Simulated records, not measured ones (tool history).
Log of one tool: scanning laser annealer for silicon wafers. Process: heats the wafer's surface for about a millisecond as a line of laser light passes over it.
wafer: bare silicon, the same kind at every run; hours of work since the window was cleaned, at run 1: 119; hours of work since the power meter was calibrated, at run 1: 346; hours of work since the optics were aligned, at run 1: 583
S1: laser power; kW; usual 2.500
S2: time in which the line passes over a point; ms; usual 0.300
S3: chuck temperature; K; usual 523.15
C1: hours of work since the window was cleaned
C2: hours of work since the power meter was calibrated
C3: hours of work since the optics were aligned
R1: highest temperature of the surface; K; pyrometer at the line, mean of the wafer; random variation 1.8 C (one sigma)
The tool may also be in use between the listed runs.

run 1 day=0.000 | S1=2.500 S2=0.300 S3=523.15 | C1=119 C2=346 C3=583 | R1=1314.15
run 2 day=2.100 | S1=2.500 S2=0.300 S3=534.15 | C1=140 C2=367 C3=604 | R1=1324.15
run 3 day=4.592 | S1=2.500 S2=0.252 S3=523.15 | C1=165 C2=392 C3=629 | R1=1235.15
run 4 day=6.592 | S1=2.500 S2=0.252 S3=523.15 | C1=185 C2=412 C3=648 | R1=1237.15
run 5 day=7.921 | S1=2.500 S2=0.252 S3=523.15 | C1=198 C2=425 C3=662 | R1=1232.15
run 6 day=10.383 | S1=2.500 S2=0.215 S3=523.15 | C1=223 C2=450 C3=686 | R1=1169.15
run 7 day=12.908 | S1=2.500 S2=0.300 S3=523.15 | C1=248 C2=475 C3=711 | R1=1299.15
run 8 day=15.188 | S1=2.586 S2=0.300 S3=523.15 | C1=270 C2=497 C3=734 | R1=1328.15
run 9 day=17.217 | S1=2.586 S2=0.300 S3=523.15 | C1=291 C2=518 C3=754 | R1=1329.15
run 10 day=19.062 | S1=2.500 S2=0.233 S3=523.15 | C1=309 C2=536 C3=773 | R1=1192.15
run 11 day=20.688 | S1=2.500 S2=0.358 S3=523.15 | C1=325 C2=552 C3=789 | R1=1371.15
run 12 day=21.725 | S1=2.500 S2=0.358 S3=523.15 | C1=336 C2=563 C3=799 | R1=1368.15
run 13 day=23.671 | S1=2.739 S2=0.358 S3=523.15 | C1=355 C2=582 C3=818 | R1=1468.15
run 14 day=25.162 | S1=2.739 S2=0.358 S3=523.15 | C1=370 C2=597 C3=833 | R1=1465.15
run 15 day=26.908 | S1=2.643 S2=0.300 S3=523.15 | C1=387 C2=614 C3=851 | R1=1341.15
run 16 day=28.254 | S1=2.643 S2=0.300 S3=523.15 | C1=400 C2=628 C3=864 | R1=1339.15
run 17 day=29.492 | S1=2.643 S2=0.300 S3=523.15 | C1=413 C2=640 C3=876 | R1=1337.15
run 18 day=30.629 | S1=2.643 S2=0.300 S3=494.15 | C1=424 C2=651 C3=888 | R1=1305.15
run 19 day=32.004 | S1=2.268 S2=0.359 S3=510.15 | C1=438 C2=665 C3=901 | R1=1248.15
run 20 day=33.375 | S1=2.268 S2=0.359 S3=506.15 | C1=451 C2=678 C3=915 | R1=1241.15
run 21 day=34.429 | S1=2.268 S2=0.359 S3=506.15 | C1=462 C2=689 C3=925 | R1=1241.15
run 22 day=35.896 | S1=2.378 S2=0.276 S3=533.15 | C1=477 C2=704 C3=940 | R1=1209.15
run 23 day=37.996 | S1=2.378 S2=0.276 S3=533.15 | C1=497 C2=724 C3=961 | R1=1204.15
run 24 day=39.254 | S1=2.378 S2=0.219 S3=545.15 | C1=510 C2=737 C3=973 | R1=1135.15
run 25 day=41.612 | S1=2.500 S2=0.229 S3=514.15 | C1=533 C2=760 C3=997 | R1=1157.15
run 26 day=43.554 | S1=2.500 S2=0.245 S3=483.15 | C1=553 C2=780 C3=1016 | R1=1148.15
-- day=44.833 window over the wafer cleaned
run 27 day=45.929 | S1=2.500 S2=0.216 S3=521.15 | C1=11 C2=803 C3=1039 | R1=1178.15
run 28 day=47.700 | S1=2.500 S2=0.216 S3=521.15 | C1=29 C2=820 C3=1057 | R1=1177.15
run 29 day=49.550 | S1=2.500 S2=0.216 S3=521.15 | C1=47 C2=839 C3=1075 | R1=1175.15
run 30 day=50.925 | S1=2.127 S2=0.303 S3=521.15 | C1=61 C2=852 C3=1089 | R1=1166.15
run 31 day=52.262 | S1=2.409 S2=0.245 S3=547.15 | C1=74 C2=866 C3=1102 | R1=1215.15
run 32 day=54.362 | S1=2.409 S2=0.245 S3=547.15 | C1=95 C2=887 C3=1123 | R1=1211.15
run 33 day=56.462 | S1=2.578 S2=0.268 S3=523.15 | C1=116 C2=907 C3=1144 | R1=1283.15
run 34 day=58.692 | S1=2.257 S2=0.231 S3=543.15 | C1=138 C2=930 C3=1166 | R1=1132.15
run 35 day=60.825 | S1=2.658 S2=0.215 S3=509.15 | C1=159 C2=951 C3=1187 | R1=1203.15

Forecast each of these 4 alternatives for the next run:
run A day=62.596 | S1=2.531 S2=0.215 S3=509.15 | C1=177 C2=968 C3=1205 | R1=?
run B day=62.596 | S1=2.658 S2=0.237 S3=507.15 | C1=177 C2=968 C3=1205 | R1=?
run C day=62.596 | S1=2.658 S2=0.296 S3=517.15 | C1=177 C2=968 C3=1205 | R1=?
run D day=62.596 | S1=2.500 S2=0.219 S3=518.15 | C1=177 C2=968 C3=1205 | R1=?

run=A R1=1158.15
run=B R1=1238.15
run=C R1=1341.15
run=D R1=1169.15
Without the tool's hidden state the same runs would have given:
run=A R1=1191.15
run=B R1=1274.15
run=C R1=1383.15
run=D R1=1202.15

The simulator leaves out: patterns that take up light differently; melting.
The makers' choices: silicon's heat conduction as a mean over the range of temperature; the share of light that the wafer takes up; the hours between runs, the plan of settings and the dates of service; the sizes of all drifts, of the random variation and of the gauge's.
